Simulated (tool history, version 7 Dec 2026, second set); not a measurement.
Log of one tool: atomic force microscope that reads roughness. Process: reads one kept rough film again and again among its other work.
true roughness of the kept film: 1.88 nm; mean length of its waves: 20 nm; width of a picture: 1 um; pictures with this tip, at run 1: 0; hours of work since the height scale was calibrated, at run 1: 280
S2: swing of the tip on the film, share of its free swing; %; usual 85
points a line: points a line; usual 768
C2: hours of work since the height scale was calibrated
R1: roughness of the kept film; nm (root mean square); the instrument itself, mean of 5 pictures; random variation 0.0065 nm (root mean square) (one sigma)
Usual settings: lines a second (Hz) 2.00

Run 1, day 0.000: usual settings; pictures with this tip 0; C2 280. Result: R1 1.269 nm (root mean square).
Run 2, day 0.483: usual settings; pictures with this tip 22; C2 289. Result: R1 1.191 nm (root mean square).
Run 3, day 1.121: usual settings; pictures with this tip 52; C2 300. Result: R1 1.095 nm (root mean square).
At day 1.383: new tip fitted.
Run 4, day 1.808: usual settings; pictures with this tip 19; C2 312. Result: R1 1.211 nm (root mean square).
Run 5, day 2.329: usual settings; pictures with this tip 43; C2 321. Result: R1 1.111 nm (root mean square).
At day 2.754: new tip fitted.
Run 6, day 2.917: usual settings but points a line 516; pictures with this tip 8; C2 331. Result: R1 1.220 nm (root mean square).
Run 7, day 3.504: usual settings but points a line 516; pictures with this tip 35; C2 342. Result: R1 1.118 nm (root mean square).
Run 8, day 3.850: usual settings but points a line 516; pictures with this tip 51; C2 348. Result: R1 1.069 nm (root mean square).
At day 3.933: height scale calibrated on a step standard.
At day 4.179: new tip fitted.
Run 9, day 4.446: usual settings but points a line 516; pictures with this tip 12; C2 9. Result: R1 1.232 nm (root mean square).
Run 10, day 4.754: usual settings but points a line 516; pictures with this tip 26; C2 14. Result: R1 1.159 nm (root mean square).
Run 11, day 5.067: usual settings but points a line 516; pictures with this tip 41; C2 20. Result: R1 1.104 nm (root mean square).
Run 12, day 5.408: usual settings but points a line 516; pictures with this tip 56; C2 26. Result: R1 1.073 nm (root mean square).
At day 5.554: new tip fitted.
Run 13, day 5.788: usual settings but points a line 516; pictures with this tip 11; C2 32. Result: R1 1.232 nm (root mean square).
Run 14, day 6.233: usual settings but lines a second (Hz) 2.71, points a line 644; pictures with this tip 32; C2 40. Result: R1 1.077 nm (root mean square).
At day 6.933: new tip fitted.
Run 15, day 6.938: usual settings but lines a second (Hz) 2.71, points a line 644; pictures with this tip 0; C2 53. Result: R1 1.168 nm (root mean square).
Run 16, day 7.404: usual settings but lines a second (Hz) 2.71, points a line 644; pictures with this tip 21; C2 61. Result: R1 1.088 nm (root mean square).
Run 17, day 7.717: usual settings but lines a second (Hz) 1.18, S2 80 %, points a line 608; pictures with this tip 36; C2 66. Result: R1 1.284 nm (root mean square).
At day 8.138: height scale calibrated on a step standard, once more.
At day 8.338: new tip fitted.
Run 18, day 8.383: usual settings but lines a second (Hz) 1.18, S2 80 %, points a line 608; pictures with this tip 2; C2 4. Result: R1 1.443 nm (root mean square).
Run 19, day 8.675: usual settings but points a line 338; pictures with this tip 15; C2 9. Result: R1 1.196 nm (root mean square).
Run 20, day 9.096: usual settings but lines a second (Hz) 0.53, S2 84 %, points a line 833; pictures with this tip 35; C2 17. Result: R1 1.391 nm (root mean square).
At day 9.708: new tip fitted.
Run 21, day 9.708: usual settings but lines a second (Hz) 0.53, S2 59 %, points a line 654; pictures with this tip 0; C2 27. Result: R1 1.617 nm (root mean square).
Run 22, day 10.196: usual settings but lines a second (Hz) 1.16, S2 74 %, points a line 424; pictures with this tip 22; C2 36. Result: R1 1.407 nm (root mean square).
Run 23, day 10.592: usual settings but lines a second (Hz) 1.36, S2 72 %, points a line 483; pictures with this tip 41; C2 43. Result: R1 1.312 nm (root mean square).

Forecast each of these 3 alternatives for the next run:
At day 11.108: new tip fitted.
Run A, day 11.108: usual settings but lines a second (Hz) 3.64, S2 69 %, points a line 441; pictures with this tip 0; C2 52. Result: R1 ?.
At day 11.108: new tip fitted.
Run B, day 11.108: usual settings but lines a second (Hz) 0.99, S2 72 %; pictures with this tip 0; C2 52. Result: R1 ?.
At day 11.108: new tip fitted.
Run C, day 11.108: usual settings but S2 70 %, points a line 490; pictures with this tip 0; C2 52. Result: R1 ?.

run     R1
  A  1.318
  B  1.543
  C  1.448
Without the tool's hidden state the same runs would have given:
run     R1
  A  1.322
  B  1.547
  C  1.452

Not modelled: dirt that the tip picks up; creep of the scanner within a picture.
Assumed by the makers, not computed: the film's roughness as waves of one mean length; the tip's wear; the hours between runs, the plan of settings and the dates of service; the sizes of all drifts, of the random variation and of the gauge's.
